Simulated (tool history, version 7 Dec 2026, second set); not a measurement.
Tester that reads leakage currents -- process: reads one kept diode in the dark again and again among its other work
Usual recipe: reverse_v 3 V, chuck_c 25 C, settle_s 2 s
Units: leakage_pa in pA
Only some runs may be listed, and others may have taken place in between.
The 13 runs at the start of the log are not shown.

run    hour  reverse_v  chuck_c  settle_s  hours of work since the probe card was cleaned  hours of work since the tester was calibrated  hours of work since the chuck was calibrated  leakage_pa
 14   590.4          3       45         2                                             128                                            555                                          1019      338.94
 15   648.9          3       45         2                                             169                                            596                                          1060       337.5
 16   687.9          3       45         2                                             196                                            623                                          1087         335
 17   735.9          3       45         2                                             229                                            656                                          1120      335.98
      762.1  -- chuck's temperature calibrated
 18   788.5          3       45         2                                             264                                            692                                            18      311.02
 19   848.1          3       45         2                                             306                                            733                                            60      307.13
 20   884.1          3       25         2                                             331                                            758                                            85       60.28
      889.4  -- chuck's temperature calibrated, once more
 21   923.2          3       25         2                                             356                                            784                                            23       79.58
 22     984          3       25         2                                             399                                            826                                            66       79.61
 23  1015.6      18.08       35         2                                             421                                            848                                            88      403.52
 24  1077.7       3.09       28      2.46                                             464                                            891                                           131      102.59
 25  1126.9          3       57         2                                             498                                            925                                           165      932.34
 26  1173.5       2.11       57       5.9                                             530                                            957                                           197      788.17

Run 27 has not been measured yet. What should we expect?
 27  1223.9       2.61       32      1.65                                             565                                            992                                           232           ?

{"run 27": {"leakage_pa": 130.66}}
The same run, on a tool lacking any hidden state, would have yielded leakage_pa 134.68 pA.
